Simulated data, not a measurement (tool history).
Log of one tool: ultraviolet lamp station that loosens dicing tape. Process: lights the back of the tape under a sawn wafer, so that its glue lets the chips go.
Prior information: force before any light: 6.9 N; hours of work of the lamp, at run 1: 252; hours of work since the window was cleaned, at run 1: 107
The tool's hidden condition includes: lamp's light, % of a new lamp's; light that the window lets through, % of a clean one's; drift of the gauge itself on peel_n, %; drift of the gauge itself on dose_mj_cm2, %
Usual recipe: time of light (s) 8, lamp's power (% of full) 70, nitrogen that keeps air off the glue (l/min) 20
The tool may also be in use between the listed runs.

run	hour	time of light (s)	lamp's power (% of full)	nitrogen that keeps air off the glue (l/min)	hours of work of the lamp	hours of work since the window was cleaned	force that peels the tape off (N)	light that reached the tape (mJ/cm2)
1	0	8	70	20	252	107	1.021	247
2	11.2	8	79	20	258	113	0.827	280
3	28.3	8	79	20	267	122	0.853	272
4	44	8	70	20	275	131	1.067	239
5	55.3	8	70	20	281	137	1.03	240
6	66.1	8	70	20	287	143	1.093	241
7	75.8	8	70	20	292	148	1.067	238
8	86.2	8	70	9	298	153	1.459	231
9	93.5	8	70	9	302	157	1.468	234
10	100.9	8	70	9	306	161	1.513	230
11	114.5	8	70	9	313	168	1.444	233
12	130.3	8	70	35	321	177	0.963	230
13	147.2	8	70	7	330	186	1.59	233
14	163.4	8	70	7	339	194	1.69	228
15	170.7	15	70	7	343	198	0.627	427
16	182.5	8	70	20	349	205	1.208	229
17	193.1	8	82	20	355	210	0.915	265
18	200.3	8	82	20	359	214	0.924	264
19	208.9	8	82	20	363	219	0.882	259
# hour 217.6: window cleaned of glue's vapour
20	223.5	8	82	20	371	3	0.946	253
21	240	5	70	20	380	12	2.199	134
22	247.9	5	79	20	384	16	2.023	153
23	255.6	5	79	20	388	20	2.074	147
24	263	5	79	20	392	24	2.071	146
25	275.7	9	78	20	399	31	0.916	261
26	284.2	9	64	9	403	35	1.695	214
27	298.6	11	70	20	411	43	0.78	287
28	311.3	9	63	26	418	50	1.178	212
# hour 319: window cleaned of glue's vapour, once more
29	320	9	63	26	422	1	0.924	240
30	336.6	9	63	26	431	9	0.977	243
31	346.7	9	63	26	436	15	0.945	239
32	359.6	9	63	26	443	22	0.992	238
33	371.2	6	78	20	449	28	1.48	194
34	386.7	6	99	36	457	36	0.846	249
35	403.9	4	99	8	467	45	2.306	163
36	412.5	4	99	8	471	50	2.509	163
37	420.8	14	71	31	476	54	0.365	409
38	431.4	8	70	11	481	60	1.454	230
39	444.9	11	87	12	488	67	0.573	386
40	452.2	11	87	12	492	71	0.571	385
41	466.4	11	87	6	500	79	0.814	385
42	479	8	87	6	507	85	1.376	277

Take each entry between the runs: how does the hidden state at the last listed run before it differ from the hidden state at the first listed run after it?
From run 19 to run 20: window cleaned of glue's vapour (hour 217.6)
  lamp's light, % of a new lamp's: 85.6 -> 85.3; light that the window lets through, % of a clean one's: 90.2 -> 87.5
  difference, measured minus the result without the unlogged condition, force that peels the tape off (N): +0.32 -> +0.379; light that reached the tape (mJ/cm2): -77 -> -86
From run 28 to run 29: window cleaned of glue's vapour, once more (hour 319)
  lamp's light, % of a new lamp's: 83.7 -> 83.5; light that the window lets through, % of a clean one's: 85.5 -> 99.4
  difference, measured minus the result without the unlogged condition, force that peels the tape off (N): +0.506 -> +0.253; light that reached the tape (mJ/cm2): -84 -> -49
